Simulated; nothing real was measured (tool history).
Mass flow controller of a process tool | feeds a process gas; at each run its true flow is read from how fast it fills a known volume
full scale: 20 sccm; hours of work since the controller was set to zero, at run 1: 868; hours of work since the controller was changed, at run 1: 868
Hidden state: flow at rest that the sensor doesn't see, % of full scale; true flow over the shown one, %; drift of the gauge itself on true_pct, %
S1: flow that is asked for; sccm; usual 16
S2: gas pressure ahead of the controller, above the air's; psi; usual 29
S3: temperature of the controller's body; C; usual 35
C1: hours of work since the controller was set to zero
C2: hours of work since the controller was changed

run 1 hour=0 | S1=16 S2=29 S3=35 | C1=868 C2=868 | true_flow_(%)=99.82
run 2 hour=34.7 | S1=16 S2=29 S3=20 | C1=878 C2=878 | true_flow_(%)=99.42
run 3 hour=71.7 | S1=16 S2=29 S3=20 | C1=889 C2=889 | true_flow_(%)=99.36
run 4 hour=132.7 | S1=5 S2=29 S3=35 | C1=908 C2=908 | true_flow_(%)=99.33
run 5 hour=174.4 | S1=5 S2=29 S3=35 | C1=921 C2=921 | true_flow_(%)=99.21
run 6 hour=207.7 | S1=18 S2=29 S3=35 | C1=931 C2=931 | true_flow_(%)=99.86
run 7 hour=245.4 | S1=18 S2=29 S3=35 | C1=942 C2=942 | true_flow_(%)=99.87
run 8 hour=281.3 | S1=18 S2=29 S3=35 | C1=953 C2=953 | true_flow_(%)=99.82
run 9 hour=346.4 | S1=16 S2=29 S3=35 | C1=973 C2=973 | true_flow_(%)=99.7
-- hour=350.2 controller's zero set anew
run 10 hour=397.2 | S1=16 S2=29 S3=35 | C1=14 C2=988 | true_flow_(%)=99.77
run 11 hour=474.6 | S1=16 S2=23.4 S3=22 | C1=38 C2=1012 | true_flow_(%)=99.32
run 12 hour=546.1 | S1=5 S2=36.1 S3=30 | C1=59 C2=1033 | true_flow_(%)=99.22
run 13 hour=587.1 | S1=5 S2=36.1 S3=30 | C1=72 C2=1046 | true_flow_(%)=99.24
run 14 hour=668.1 | S1=5 S2=36.1 S3=30 | C1=96 C2=1070 | true_flow_(%)=99.24
run 15 hour=730.9 | S1=16 S2=21 S3=26 | C1=116 C2=1089 | true_flow_(%)=99.37
run 16 hour=803.7 | S1=3 S2=37.3 S3=23 | C1=138 C2=1111 | true_flow_(%)=99.27
-- hour=844.8 controller's zero set anew, once more
run 17 hour=851.7 | S1=8 S2=26.4 S3=36 | C1=2 C2=1126 | true_flow_(%)=98.98
run 18 hour=895.7 | S1=16 S2=35 S3=28 | C1=15 C2=1139 | true_flow_(%)=99.47
run 19 hour=975.1 | S1=16 S2=35 S3=28 | C1=40 C2=1163 | true_flow_(%)=99.35

Measured less the same run without the tool's hidden state. The same run-to-run variation is in both; the gauge's scatter may not be:
run=1 true_flow_(%)=-0.26
run=2 true_flow_(%)=-0.27
run=3 true_flow_(%)=-0.27
run=4 true_flow_(%)=+0.03
run=5 true_flow_(%)=+0.04
run=6 true_flow_(%)=-0.3
run=7 true_flow_(%)=-0.29
run=8 true_flow_(%)=-0.3
run=9 true_flow_(%)=-0.29
run=10 true_flow_(%)=-0.25
run=11 true_flow_(%)=-0.26
run=12 true_flow_(%)=+0.17
run=13 true_flow_(%)=+0.17
run=14 true_flow_(%)=+0.17
run=15 true_flow_(%)=-0.28
run=16 true_flow_(%)=+0.61
run=17 true_flow_(%)=-0.35
run=18 true_flow_(%)=-0.43
run=19 true_flow_(%)=-0.44
